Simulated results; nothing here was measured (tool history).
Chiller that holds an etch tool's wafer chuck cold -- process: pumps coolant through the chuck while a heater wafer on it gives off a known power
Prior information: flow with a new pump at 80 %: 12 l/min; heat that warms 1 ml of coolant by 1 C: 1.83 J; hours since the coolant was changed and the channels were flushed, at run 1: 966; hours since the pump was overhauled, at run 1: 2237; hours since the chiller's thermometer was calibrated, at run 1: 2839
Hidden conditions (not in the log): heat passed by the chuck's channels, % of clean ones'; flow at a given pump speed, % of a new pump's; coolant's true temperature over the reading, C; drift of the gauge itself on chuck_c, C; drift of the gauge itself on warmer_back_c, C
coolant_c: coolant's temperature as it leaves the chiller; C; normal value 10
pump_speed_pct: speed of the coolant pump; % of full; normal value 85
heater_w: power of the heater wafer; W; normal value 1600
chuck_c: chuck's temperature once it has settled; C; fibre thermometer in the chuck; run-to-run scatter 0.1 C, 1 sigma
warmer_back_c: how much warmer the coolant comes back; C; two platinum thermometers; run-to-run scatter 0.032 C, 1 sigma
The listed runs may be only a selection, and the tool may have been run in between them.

run	hour	coolant_c	pump_speed_pct	heater_w	hours since the coolant was changed and the channels were flushed	hours since the pump was overhauled	hours since the chiller's thermometer was calibrated	chuck_c	warmer_back_c
1	0.0	10	85	1600	966	2237	2839	27.2	4.31
2	63.5	10	85	1600	1030	2301	2902	27.2	4.31
3	121.6	10	85	1600	1088	2359	2960	27.3	4.26
4	171.4	10	85	1600	1138	2409	3010	27.3	4.34
5	222.5	10	85	1392	1189	2460	3061	24.9	3.77
6	278.5	10	85	1600	1245	2516	3117	27.3	4.31
7	308.3	10	85	1600	1275	2546	3147	27.4	4.31
8	364.1	10	85	1600	1331	2601	3203	27.5	4.33
9	395.8	10	85	1600	1362	2633	3235	27.5	4.31
10	426.2	10	85	1600	1393	2664	3265	27.5	4.36
11	484.5	1	85	1600	1451	2722	3323	18.5	4.33
12	521.0	1	85	1600	1487	2758	3360	18.5	4.28
13	556.3	10	85	1600	1523	2794	3395	27.6	4.37
14	617.4	10	85	1600	1584	2855	3456	27.7	4.35
15	653.8	10	85	1600	1620	2891	3493	27.5	4.34
16	702.4	10	85	1600	1669	2940	3541	27.7	4.30
17	739.4	8	85	904	1706	2977	3578	17.7	2.46
18	803.4	17	90	1803	1770	3041	3642	36.0	4.57
19	867.1	9	85	1752	1834	3104	3706	28.6	4.76
20	924.4	10	68	1600	1891	3162	3763	31.7	5.46
21	986.2	10	68	1600	1953	3224	3825	31.8	5.47
22	1035.3	10	68	1600	2002	3273	3874	31.9	5.43
23	1072.2	10	68	2135	2039	3310	3911	39.5	7.37
24	1101.4	4	68	2135	2068	3339	3940	33.4	7.35
25	1136.1	4	68	2135	2103	3373	3975	33.4	7.37
26	1163.2	9	88	1289	2130	3401	4002	23.0	3.34
27	1228.3	9	88	1289	2195	3466	4067	23.1	3.41

Run 28 has not been measured yet. What should we expect?
28	1279.6	2	85	1574	2246	3517	4119	?	?

Run 28 yielded chuck_c 19.8 C, warmer_back_c 4.37 C.
If the tool had no hidden condition, the same run with the same run-to-run variation would have returned chuck_c 17.9 C, warmer_back_c 4.08 C.
